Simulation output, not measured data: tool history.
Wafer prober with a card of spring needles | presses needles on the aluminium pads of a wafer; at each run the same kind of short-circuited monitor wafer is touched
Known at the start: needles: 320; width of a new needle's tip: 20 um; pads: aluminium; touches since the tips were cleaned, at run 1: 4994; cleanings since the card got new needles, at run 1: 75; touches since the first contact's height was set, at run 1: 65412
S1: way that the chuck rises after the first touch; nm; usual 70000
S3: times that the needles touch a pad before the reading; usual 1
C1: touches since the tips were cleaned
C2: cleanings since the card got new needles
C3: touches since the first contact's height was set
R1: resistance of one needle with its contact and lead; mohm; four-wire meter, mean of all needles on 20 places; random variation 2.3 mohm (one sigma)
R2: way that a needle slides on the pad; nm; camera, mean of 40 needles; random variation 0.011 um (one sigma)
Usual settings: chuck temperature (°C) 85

Run 1, hour 0.0: usual settings; C1 4994; C2 75; C3 65412. Result: R1 326 mohm, R2 8820 nm.
At hour 2.4: tips cleaned on abrasive film.
At hour 14.3: tips cleaned on abrasive film.
At hour 23.8: tips cleaned on abrasive film.
At hour 35.6: tips cleaned on abrasive film.
At hour 45.3: height of the first contact set anew.
At hour 47.7: tips cleaned on abrasive film.
At hour 57.2: tips cleaned on abrasive film.
At hour 69.0: tips cleaned on abrasive film.
At hour 80.9: tips cleaned on abrasive film.
At hour 92.7: tips cleaned on abrasive film.
At hour 102.2: tips cleaned on abrasive film.
Run 2, hour 102.2: usual settings; C1 20; C2 85; C3 34544. Result: R1 263 mohm, R2 8820 nm.
At hour 111.7: tips cleaned on abrasive film.
At hour 123.6: tips cleaned on abrasive film.
At hour 133.0: tips cleaned on abrasive film.
At hour 144.9: tips cleaned on abrasive film.
At hour 156.7: tips cleaned on abrasive film.
At hour 166.2: tips cleaned on abrasive film.
Run 3, hour 172.2: usual settings; C1 3711; C2 91; C3 77122. Result: R1 315 mohm, R2 8760 nm.
At hour 177.0: tips cleaned on abrasive film.
At hour 188.9: tips cleaned on abrasive film.
At hour 196.2: height of the first contact set anew.
At hour 201.0: tips cleaned on abrasive film.
At hour 212.8: tips cleaned on abrasive film.
At hour 222.3: tips cleaned on abrasive film.
At hour 234.1: tips cleaned on abrasive film.
At hour 246.0: tips cleaned on abrasive film.
Run 4, hour 254.6: usual settings; C1 5274; C2 98; C3 35482. Result: R1 322 mohm, R2 8820 nm.
At hour 257.0: tips cleaned on abrasive film.
At hour 268.8: tips cleaned on abrasive film.
At hour 278.3: tips cleaned on abrasive film.
At hour 290.2: tips cleaned on abrasive film.
At hour 302.0: tips cleaned on abrasive film.
At hour 313.8: tips cleaned on abrasive film.
At hour 325.6: tips cleaned on abrasive film.
Run 5, hour 333.3: usual settings but S1 75000 nm; C1 4678; C2 105; C3 83315. Result: R1 312 mohm, R2 9420 nm.
At hour 335.7: tips cleaned on abrasive film.
At hour 347.5: tips cleaned on abrasive film.
At hour 347.8: height of the first contact set anew.
At hour 359.7: tips cleaned on abrasive film.
At hour 371.5: tips cleaned on abrasive film.
At hour 383.3: tips cleaned on abrasive film.
At hour 395.2: tips cleaned on abrasive film.
At hour 407.0: tips cleaned on abrasive film.
Run 6, hour 409.5: usual settings but S1 51000 nm; C1 1534; C2 112; C3 37497. Result: R1 324 mohm, R2 6410 nm.
At hour 416.6: tips cleaned on abrasive film.
At hour 428.5: tips cleaned on abrasive film.
At hour 440.3: tips cleaned on abrasive film.
At hour 449.8: tips cleaned on abrasive film.
At hour 461.6: tips cleaned on abrasive film.
At hour 473.4: tips cleaned on abrasive film.
At hour 485.3: tips cleaned on abrasive film.
At hour 497.1: tips cleaned on abrasive film.
At hour 499.7: height of the first contact set anew.
Run 7, hour 502.8: usual settings; C1 3290; C2 120; C3 1851. Result: R1 307 mohm, R2 8860 nm.
At hour 507.6: tips cleaned on abrasive film.
At hour 519.4: tips cleaned on abrasive film.
At hour 531.2: tips cleaned on abrasive film.
At hour 540.7: tips cleaned on abrasive film.
At hour 552.5: tips cleaned on abrasive film.
At hour 564.4: tips cleaned on abrasive film.
At hour 576.2: tips cleaned on abrasive film.
At hour 588.0: tips cleaned on abrasive film.
Run 8, hour 595.1: usual settings; C1 4330; C2 128; C3 57970. Result: R1 314 mohm, R2 8810 nm.
At hour 599.8: tips cleaned on abrasive film.
At hour 611.6: tips cleaned on abrasive film.
At hour 623.5: tips cleaned on abrasive film.
At hour 635.3: tips cleaned on abrasive film.
At hour 644.8: tips cleaned on abrasive film.
At hour 652.1: height of the first contact set anew.
At hour 656.9: tips cleaned on abrasive film.
At hour 666.4: tips cleaned on abrasive film.
At hour 678.2: tips cleaned on abrasive film.
Run 9, hour 681.0: usual settings; C1 1705; C2 136; C3 17528. Result: R1 288 mohm, R2 8800 nm.
At hour 688.1: tips cleaned on abrasive film.
At hour 700.0: tips cleaned on abrasive film.
At hour 711.8: tips cleaned on abrasive film.
At hour 721.3: tips cleaned on abrasive film.
At hour 733.1: tips cleaned on abrasive film.
At hour 744.9: tips cleaned on abrasive film.
At hour 756.8: tips cleaned on abrasive film.
At hour 768.6: tips cleaned on abrasive film.
At hour 780.4: tips cleaned on abrasive film.
Run 10, hour 781.5: usual settings; C1 683; C2 145; C3 78626. Result: R1 279 mohm, R2 8790 nm.
At hour 791.0: tips cleaned on abrasive film.
At hour 800.5: tips cleaned on abrasive film.
At hour 803.2: height of the first contact set anew.
At hour 812.6: tips cleaned on abrasive film.
At hour 824.5: tips cleaned on abrasive film.
At hour 836.3: tips cleaned on abrasive film.
At hour 848.1: tips cleaned on abrasive film.
At hour 860.0: tips cleaned on abrasive film.
Run 11, hour 869.1: usual settings but chuck temperature (°C) 28, S3 3; C1 5608; C2 152; C3 40133. Result: R1 267 mohm, R2 8800 nm.
At hour 871.6: tips cleaned on abrasive film.
At hour 883.4: tips cleaned on abrasive film.
At hour 895.2: tips cleaned on abrasive film.
At hour 907.0: tips cleaned on abrasive film.
At hour 918.9: tips cleaned on abrasive film.
At hour 930.7: tips cleaned on abrasive film.
At hour 942.5: tips cleaned on abrasive film.
At hour 954.4: tips cleaned on abrasive film.
At hour 954.7: height of the first contact set anew.
At hour 966.5: tips cleaned on abrasive film.
Run 12, hour 971.2: usual settings but chuck temperature (°C) 28, S3 3; C1 2874; C2 161; C3 10067. Result: R1 263 mohm, R2 8850 nm.

The next listed run, before its measurement:
At hour 978.3: tips cleaned on abrasive film.
At hour 987.8: tips cleaned on abrasive film.
At hour 999.6: tips cleaned on abrasive film.
At hour 1009.1: tips cleaned on abrasive film.
At hour 1020.9: tips cleaned on abrasive film.
At hour 1032.8: tips cleaned on abrasive film.
At hour 1044.6: tips cleaned on abrasive film.
At hour 1056.4: tips cleaned on abrasive film.
At hour 1067.8: tips cleaned on abrasive film.
Run 13, hour 1067.8: usual settings but S1 72000 nm; C1 0; C2 170; C3 68795. Result: R1 ?, R2 ?.

Run 13 gave R1 264 mohm, R2 9040 nm.
Without the tool's hidden state the same run would have given R1 257 mohm, R2 9110 nm.
